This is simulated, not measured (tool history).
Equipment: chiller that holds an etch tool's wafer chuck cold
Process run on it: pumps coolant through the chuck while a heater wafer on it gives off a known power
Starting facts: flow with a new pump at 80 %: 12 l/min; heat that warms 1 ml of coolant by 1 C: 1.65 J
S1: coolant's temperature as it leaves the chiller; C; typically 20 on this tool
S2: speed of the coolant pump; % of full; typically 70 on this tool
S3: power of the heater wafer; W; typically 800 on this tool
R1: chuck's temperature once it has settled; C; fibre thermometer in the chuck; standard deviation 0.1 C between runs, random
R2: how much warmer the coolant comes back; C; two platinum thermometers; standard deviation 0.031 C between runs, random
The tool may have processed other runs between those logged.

run,hour,S1,S2,S3,R1,R2
1,0,20,70,800,32.1,2.92
2,79.6,20,70,800,31.9,2.82
3,212.8,20,70,800,32.2,2.87
4,269.5,20,70,800,32.2,2.88
5,377.1,20,70,911,33.9,3.24
6,489.1,20,70,911,33.9,3.29
7,586.8,20,70,911,33.8,3.29
8,649.1,20,70,911,34.1,3.35
9,740.6,20,70,911,33.9,3.34
10,870,20,70,911,34.1,3.31
11,937.3,20,87,911,32,2.69
# hour 1035.2: chiller's thermometer calibrated
12,1062.9,20,87,911,32.6,2.7
13,1118.7,20,87,911,32.7,2.75
14,1204.9,20,92,1165,35.5,3.22
15,1260.6,20,92,1165,35.7,3.21
16,1361.3,20,92,1165,35.8,3.28
17,1445.4,16,80,529,23.8,1.68

Branching from run 17: 5 alternative next runs. What would each branch give?
A,1510.2,16,80,415,?,?
B,1510.2,20,78,800,?,?
C,1510.2,11,66,1029,?,?
D,1510.2,20,91,800,?,?
E,1510.2,16,80,523,?,?

run,R1,R2
A,22.1,1.34
B,32.1,2.66
C,28.6,4.02
D,30.6,2.26
E,23.8,1.64
Without the tool's unlogged condition, the same runs would have read:
run,R1,R2
A,21.1,1.27
B,30.1,2.51
C,25.6,3.78
D,28.8,2.13
E,22.5,1.54
